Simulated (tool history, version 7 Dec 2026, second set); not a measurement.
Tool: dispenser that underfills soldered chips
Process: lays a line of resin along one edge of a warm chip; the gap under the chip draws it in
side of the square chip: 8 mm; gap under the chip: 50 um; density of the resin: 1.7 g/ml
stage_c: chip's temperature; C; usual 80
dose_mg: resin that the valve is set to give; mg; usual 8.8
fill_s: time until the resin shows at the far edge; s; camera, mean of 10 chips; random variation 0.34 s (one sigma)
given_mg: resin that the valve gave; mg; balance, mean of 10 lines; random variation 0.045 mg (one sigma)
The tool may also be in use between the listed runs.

run	hour	stage_c	dose_mg	fill_s	given_mg
1	0	80	8.8	18.8	8.41
# hour 4.2: new syringe of resin
# hour 14.7: new syringe of resin
2	15.9	80	8.8	17.3	8.28
# hour 25.2: new syringe of resin
3	27.9	80	8.8	17.7	8.19
# hour 35.4: new syringe of resin
4	42.8	65	8.8	31.2	8.22
# hour 45.5: new syringe of resin
# hour 56.3: new syringe of resin
5	56.7	65	8.8	25.4	8.11
# hour 66.7: new syringe of resin
6	68.8	65	8.8	26.5	8.1
# hour 72: dispensing valve cleaned and set on the balance
# hour 78.7: new syringe of resin
7	79.8	80	8.8	17.4	8.82

Run 8 comes next. What will it give?
# hour 88.6: new syringe of resin
8	93.8	84	7.86	?	?

fill_s: 17.1 s
given_mg: 7.77 mg
Without the tool's hidden state the same run would have given fill_s 15.5 s, given_mg 7.84 mg.
